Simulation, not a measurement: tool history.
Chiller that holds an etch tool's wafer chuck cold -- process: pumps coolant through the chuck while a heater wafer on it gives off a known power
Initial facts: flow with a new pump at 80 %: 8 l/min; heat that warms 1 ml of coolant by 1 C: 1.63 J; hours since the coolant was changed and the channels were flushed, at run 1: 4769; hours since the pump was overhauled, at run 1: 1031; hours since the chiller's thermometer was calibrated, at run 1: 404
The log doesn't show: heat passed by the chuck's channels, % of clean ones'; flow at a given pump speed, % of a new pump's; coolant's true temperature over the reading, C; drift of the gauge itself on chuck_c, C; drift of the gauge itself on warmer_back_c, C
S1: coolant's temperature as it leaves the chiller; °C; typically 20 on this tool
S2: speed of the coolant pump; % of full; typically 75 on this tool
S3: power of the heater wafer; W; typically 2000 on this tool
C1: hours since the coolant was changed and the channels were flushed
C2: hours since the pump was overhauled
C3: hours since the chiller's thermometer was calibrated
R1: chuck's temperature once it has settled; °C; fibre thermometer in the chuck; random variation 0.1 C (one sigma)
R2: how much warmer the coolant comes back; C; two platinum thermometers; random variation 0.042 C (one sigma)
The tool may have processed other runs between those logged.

run 1 hour=0 | S1=20 S2=75 S3=2000 | C1=4769 C2=1031 C3=404 | R1=46.4 R2=10.06
run 2 hour=168.2 | S1=20 S2=75 S3=2000 | C1=4938 C2=1200 C3=572 | R1=46.5 R2=10.12
run 3 hour=270.8 | S1=20 S2=75 S3=2000 | C1=5040 C2=1302 C3=675 | R1=46.5 R2=10.09
run 4 hour=397.6 | S1=20 S2=75 S3=2000 | C1=5167 C2=1429 C3=801 | R1=46.5 R2=10.16
run 5 hour=533.7 | S1=20 S2=75 S3=2000 | C1=5303 C2=1565 C3=938 | R1=46.7 R2=10.2
run 6 hour=623 | S1=20 S2=75 S3=2000 | C1=5393 C2=1654 C3=1027 | R1=46.8 R2=10.2
run 7 hour=786 | S1=20 S2=75 S3=2000 | C1=5556 C2=1817 C3=1190 | R1=46.7 R2=10.29
run 8 hour=899.2 | S1=20 S2=75 S3=2000 | C1=5669 C2=1931 C3=1303 | R1=47 R2=10.35
run 9 hour=1064 | S1=20 S2=75 S3=2000 | C1=5834 C2=2095 C3=1468 | R1=46.8 R2=10.31
run 10 hour=1237.8 | S1=20 S2=75 S3=2000 | C1=6007 C2=2269 C3=1642 | R1=47 R2=10.38
run 11 hour=1430 | S1=20 S2=75 S3=1093 | C1=6200 C2=2461 C3=1834 | R1=34.8 R2=5.68
run 12 hour=1571 | S1=20 S2=75 S3=1403 | C1=6340 C2=2602 C3=1975 | R1=39.1 R2=7.41
run 13 hour=1735.9 | S1=20 S2=75 S3=2000 | C1=6505 C2=2767 C3=2140 | R1=47.3 R2=10.4
run 14 hour=1899.3 | S1=20 S2=75 S3=2000 | C1=6669 C2=2931 C3=2303 | R1=47.5 R2=10.46
run 15 hour=2049.1 | S1=20 S2=75 S3=1859 | C1=6819 C2=3080 C3=2453 | R1=45.6 R2=9.78
run 16 hour=2141.9 | S1=20 S2=75 S3=1859 | C1=6911 C2=3173 C3=2546 | R1=45.6 R2=9.88
run 17 hour=2246.5 | S1=20 S2=75 S3=1859 | C1=7016 C2=3278 C3=2650 | R1=45.6 R2=9.81
run 18 hour=2371.3 | S1=10 S2=68 S3=1288 | C1=7141 C2=3403 C3=2775 | R1=28.8 R2=7.63
run 19 hour=2515.6 | S1=10 S2=68 S3=1288 | C1=7285 C2=3547 C3=2919 | R1=29.1 R2=7.66
run 20 hour=2602.7 | S1=10 S2=68 S3=1288 | C1=7372 C2=3634 C3=3007 | R1=29.1 R2=7.68
run 21 hour=2691.8 | S1=11 S2=68 S3=1288 | C1=7461 C2=3723 C3=3096 | R1=30.1 R2=7.68
run 22 hour=2785.2 | S1=11 S2=68 S3=1288 | C1=7555 C2=3817 C3=3189 | R1=30 R2=7.74
-- hour=2801.8 coolant pump overhauled
-- hour=2882 coolant changed, channels flushed
run 23 hour=2938.4 | S1=11 S2=93 S3=2000 | C1=56 C2=131 C3=3331 | R1=33.1 R2=8.55
run 24 hour=3055 | S1=11 S2=93 S3=2000 | C1=173 C2=247 C3=3448 | R1=33.3 R2=8.58
run 25 hour=3252 | S1=20 S2=75 S3=1809 | C1=370 C2=444 C3=3645 | R1=43.2 R2=10.01
-- hour=3309.8 coolant pump overhauled, once more
run 26 hour=3375.8 | S1=19 S2=84 S3=2000 | C1=489 C2=66 C3=3764 | R1=41.6 R2=8.68
run 27 hour=3509.7 | S1=24 S2=75 S3=1602 | C1=623 C2=200 C3=3898 | R1=43.4 R2=7.93
run 28 hour=3685.9 | S1=19 S2=75 S3=1601 | C1=799 C2=376 C3=4074 | R1=38.3 R2=8.02
run 29 hour=3795.4 | S1=21 S2=75 S3=2924 | C1=908 C2=486 C3=4183 | R1=57 R2=14.71
run 30 hour=3975.3 | S1=21 S2=75 S3=2924 | C1=1088 C2=666 C3=4363 | R1=57 R2=14.68
run 31 hour=4099.9 | S1=20 S2=99 S3=1211 | C1=1213 C2=790 C3=4488 | R1=31.9 R2=4.44
run 32 hour=4296.5 | S1=15 S2=79 S3=1704 | C1=1409 C2=987 C3=4684 | R1=35.1 R2=8.17

The same runs without the tool's hidden state, with the same run-to-run variation:
run=1 R1=44.5 R2=9.85
run=2 R1=44.6 R2=9.87
run=3 R1=44.4 R2=9.83
run=4 R1=44.4 R2=9.87
run=5 R1=44.5 R2=9.88
run=6 R1=44.6 R2=9.86
run=7 R1=44.4 R2=9.92
run=8 R1=44.6 R2=9.96
run=9 R1=44.4 R2=9.89
run=10 R1=44.5 R2=9.93
run=11 R1=33.4 R2=5.41
run=12 R1=37.3 R2=7.05
run=13 R1=44.4 R2=9.85
run=14 R1=44.5 R2=9.87
run=15 R1=42.8 R2=9.2
run=16 R1=42.7 R2=9.29
run=17 R1=42.8 R2=9.2
run=18 R1=26.8 R2=7.14
run=19 R1=27 R2=7.14
run=20 R1=26.9 R2=7.15
run=21 R1=27.9 R2=7.14
run=22 R1=27.8 R2=7.18
run=23 R1=32.3 R2=7.72
run=24 R1=32.4 R2=7.73
run=25 R1=42.1 R2=9
run=26 R1=41.9 R2=8.64
run=27 R1=43.7 R2=7.87
run=28 R1=38.6 R2=7.94
run=29 R1=56.8 R2=14.53
run=30 R1=56.7 R2=14.45
run=31 R1=32.2 R2=4.36
run=32 R1=35.1 R2=7.99
